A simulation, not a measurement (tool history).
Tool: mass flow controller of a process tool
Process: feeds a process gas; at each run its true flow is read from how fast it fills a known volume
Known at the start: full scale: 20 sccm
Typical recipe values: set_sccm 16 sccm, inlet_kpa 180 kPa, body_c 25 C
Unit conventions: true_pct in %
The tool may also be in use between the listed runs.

run 1 hour=0.0 | set_sccm=16 inlet_kpa=180 body_c=25 | true_pct=100.37
run 2 hour=171.0 | set_sccm=16 inlet_kpa=180 body_c=25 | true_pct=100.47
run 3 hour=437.1 | set_sccm=16 inlet_kpa=180 body_c=25 | true_pct=100.48
run 4 hour=647.8 | set_sccm=16 inlet_kpa=240 body_c=25 | true_pct=100.18
run 5 hour=929.7 | set_sccm=5 inlet_kpa=240 body_c=25 | true_pct=102.64
run 6 hour=1272.3 | set_sccm=5 inlet_kpa=240 body_c=25 | true_pct=102.70
run 7 hour=1512.3 | set_sccm=5 inlet_kpa=240 body_c=25 | true_pct=102.99
-- hour=1541.1 controller's zero set anew
run 8 hour=1751.0 | set_sccm=12 inlet_kpa=240 body_c=29 | true_pct=101.00
run 9 hour=2006.7 | set_sccm=4 inlet_kpa=159 body_c=22 | true_pct=107.28
run 10 hour=2388.5 | set_sccm=4 inlet_kpa=159 body_c=22 | true_pct=107.48
run 11 hour=2581.5 | set_sccm=12 inlet_kpa=150 body_c=24 | true_pct=101.99
run 12 hour=2901.8 | set_sccm=16 inlet_kpa=262 body_c=25 | true_pct=100.75

Branching from run 12: 5 alternative next runs. What would each branch give?
-- hour=2934.0 controller's zero set anew, once more
run A hour=3092.9 | set_sccm=6 inlet_kpa=236 body_c=20 | true_pct=?
-- hour=2934.0 controller's zero set anew, once more
run B hour=3092.9 | set_sccm=9 inlet_kpa=214 body_c=21 | true_pct=?
-- hour=2934.0 controller's zero set anew, once more
run C hour=3092.9 | set_sccm=16 inlet_kpa=179 body_c=25 | true_pct=?
-- hour=2934.0 controller's zero set anew, once more
run D hour=3092.9 | set_sccm=12 inlet_kpa=180 body_c=25 | true_pct=?
-- hour=2934.0 controller's zero set anew, once more
run E hour=3092.9 | set_sccm=3 inlet_kpa=180 body_c=25 | true_pct=?

run=A true_pct=98.57
run=B true_pct=98.64
run=C true_pct=98.87
run=D true_pct=98.76
run=E true_pct=98.67
What these runs would have given with no unlogged condition in the tool:
run=A true_pct=99.42
run=B true_pct=99.58
run=C true_pct=99.88
run=D true_pct=99.74
run=E true_pct=99.26
